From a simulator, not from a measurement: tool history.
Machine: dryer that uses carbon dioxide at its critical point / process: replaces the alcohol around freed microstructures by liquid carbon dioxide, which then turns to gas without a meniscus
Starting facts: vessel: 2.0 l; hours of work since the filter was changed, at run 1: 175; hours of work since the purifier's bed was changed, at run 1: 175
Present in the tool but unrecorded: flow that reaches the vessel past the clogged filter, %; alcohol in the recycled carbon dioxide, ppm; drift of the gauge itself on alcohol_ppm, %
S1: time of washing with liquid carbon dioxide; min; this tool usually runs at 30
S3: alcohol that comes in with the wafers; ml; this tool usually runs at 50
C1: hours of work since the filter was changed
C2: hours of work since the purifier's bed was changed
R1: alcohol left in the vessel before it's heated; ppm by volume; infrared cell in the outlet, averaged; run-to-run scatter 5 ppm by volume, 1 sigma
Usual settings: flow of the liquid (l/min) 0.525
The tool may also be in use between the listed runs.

run 1 hour=0.0 | S1=30 flow_of_the_liquid_(l/min)=0.525 S3=50 | C1=175 C2=175 | R1=76
run 2 hour=15.7 | S1=30 flow_of_the_liquid_(l/min)=0.525 S3=50 | C1=185 C2=185 | R1=87
-- hour=20.8 inlet filter changed
run 3 hour=33.2 | S1=30 flow_of_the_liquid_(l/min)=0.525 S3=50 | C1=7 C2=195 | R1=72
run 4 hour=42.4 | S1=30 flow_of_the_liquid_(l/min)=0.525 S3=50 | C1=13 C2=200 | R1=69
run 5 hour=55.6 | S1=30 flow_of_the_liquid_(l/min)=0.525 S3=50 | C1=21 C2=208 | R1=76
run 6 hour=68.9 | S1=41 flow_of_the_liquid_(l/min)=0.457 S3=66 | C1=29 C2=216 | R1=65
run 7 hour=83.1 | S1=35 flow_of_the_liquid_(l/min)=0.450 S3=54 | C1=37 C2=225 | R1=71
run 8 hour=100.0 | S1=34 flow_of_the_liquid_(l/min)=0.714 S3=49 | C1=47 C2=235 | R1=70
run 9 hour=111.6 | S1=34 flow_of_the_liquid_(l/min)=0.714 S3=49 | C1=54 C2=242 | R1=68
run 10 hour=129.1 | S1=34 flow_of_the_liquid_(l/min)=0.402 S3=21 | C1=65 C2=252 | R1=83

4 options for the next run, each taken on its own from the tool as it stands now. Forecast them:
run A hour=136.5 | S1=20 flow_of_the_liquid_(l/min)=0.826 S3=39 | C1=69 C2=257 | R1=?
run B hour=136.5 | S1=19 flow_of_the_liquid_(l/min)=0.402 S3=21 | C1=69 C2=257 | R1=?
run C hour=136.5 | S1=33 flow_of_the_liquid_(l/min)=0.364 S3=55 | C1=69 C2=257 | R1=?
run D hour=136.5 | S1=34 flow_of_the_liquid_(l/min)=0.661 S3=31 | C1=69 C2=257 | R1=?

run=A R1=78
run=B R1=363
run=C R1=171
run=D R1=70
The same runs, with their run-to-run variation unchanged, on a tool lacking any hidden condition would have given:
run=A R1=7
run=B R1=243
run=C R1=78
run=D R1=3

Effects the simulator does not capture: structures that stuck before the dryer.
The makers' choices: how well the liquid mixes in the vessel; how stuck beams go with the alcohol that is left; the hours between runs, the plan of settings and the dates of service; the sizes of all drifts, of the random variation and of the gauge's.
